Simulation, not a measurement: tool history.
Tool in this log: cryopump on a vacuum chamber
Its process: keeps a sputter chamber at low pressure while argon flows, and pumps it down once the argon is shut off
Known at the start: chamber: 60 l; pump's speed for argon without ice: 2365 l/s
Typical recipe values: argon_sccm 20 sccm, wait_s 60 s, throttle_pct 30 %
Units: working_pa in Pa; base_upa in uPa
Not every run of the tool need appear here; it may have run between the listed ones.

| run | hour | argon_sccm | wait_s | throttle_pct | working_pa | base_upa |
|---|---|---|---|---|---|---|
| 1 | 0 | 20 | 60 | 30 | 0.0487 | 1.55 |
| 2 | 75.8 | 20 | 60 | 30 | 0.0491 | 1.51 |
| 3 | 120 | 20 | 60 | 30 | 0.0494 | 1.54 |
| 4 | 170.3 | 20 | 60 | 30 | 0.049 | 1.54 |
| 5 | 215.5 | 20 | 60 | 30 | 0.0493 | 1.59 |
| 6 | 282.4 | 20 | 60 | 16 | 0.0909 | 1.58 |
| 7 | 337.5 | 20 | 60 | 16 | 0.0914 | 1.59 |
| 8 | 380 | 20 | 60 | 16 | 0.0909 | 1.6 |
| 9 | 464.3 | 20 | 60 | 16 | 0.0911 | 1.54 |
| 10 | 539.8 | 20 | 60 | 16 | 0.0914 | 1.66 |
| 11 | 589.1 | 20 | 30 | 30 | 0.0498 | 2.47 |
| 12 | 671.2 | 20 | 30 | 30 | 0.05 | 2.56 |
| 13 | 721.8 | 20 | 30 | 30 | 0.0503 | 2.5 |
| 14 | 777.2 | 20 | 30 | 30 | 0.0505 | 2.58 |
| 15 | 820.6 | 20 | 30 | 30 | 0.0505 | 2.55 |
| 16 | 880.3 | 20 | 30 | 30 | 0.0506 | 2.63 |
| 17 | 963.5 | 20 | 60 | 30 | 0.0508 | 1.76 |
| 18 | 1049.6 | 20 | 103 | 30 | 0.0508 | 1.4 |
| 19 | 1117.5 | 18 | 35 | 41 | 0.0346 | 2.41 |
| 20 | 1161.9 | 18 | 35 | 41 | 0.0345 | 2.44 |
| 21 | 1236.7 | 20 | 60 | 18 | 0.0828 | 1.81 |
| 22 | 1306.4 | 9 | 60 | 48 | 0.0149 | 1.8 |
| 23 | 1344.7 | 10 | 27 | 16 | 0.0469 | 2.95 |
| 24 | 1388.3 | 9 | 27 | 16 | 0.0415 | 2.95 |
| 25 | 1474.7 | 20 | 114 | 30 | 0.0477 | 1.28 |
| 26 | 1522 | 20 | 114 | 30 | 0.0478 | 1.26 |
| 27 | 1565.7 | 26 | 110 | 30 | 0.0628 | 1.24 |
| 28 | 1646.3 | 26 | 110 | 30 | 0.0624 | 1.29 |
| 29 | 1710.5 | 26 | 110 | 30 | 0.0629 | 1.33 |
| 30 | 1767.4 | 14 | 132 | 19 | 0.0534 | 1.26 |
| 31 | 1846.4 | 14 | 132 | 19 | 0.0533 | 1.28 |
| 32 | 1928.4 | 8 | 132 | 19 | 0.0301 | 1.29 |
| 33 | 1989.1 | 12 | 28 | 19 | 0.0456 | 2.84 |
| 34 | 2059.7 | 39 | 33 | 30 | 0.0947 | 2.56 |

Removed from this log: 1 entry logged between the listed runs. Between which two listed runs does each belong, and how does the tool's hidden state at the listed run before it compare with that at the listed run after it?
After run 24, before run 25: pump warmed up, emptied and cooled again (hour 1439.2)
  pump's speed, % of a pump's without ice: 79.5 -> 99.2; cold plate's temperature, K: 12.57 -> 12.58; leak into the chamber, uPa l/s: 1787 -> 1812
  measured value less the no-hidden-state value, working_pa: +0.0017 -> +0.0003 Pa; base_upa: +0.83 -> +0.65 uPa
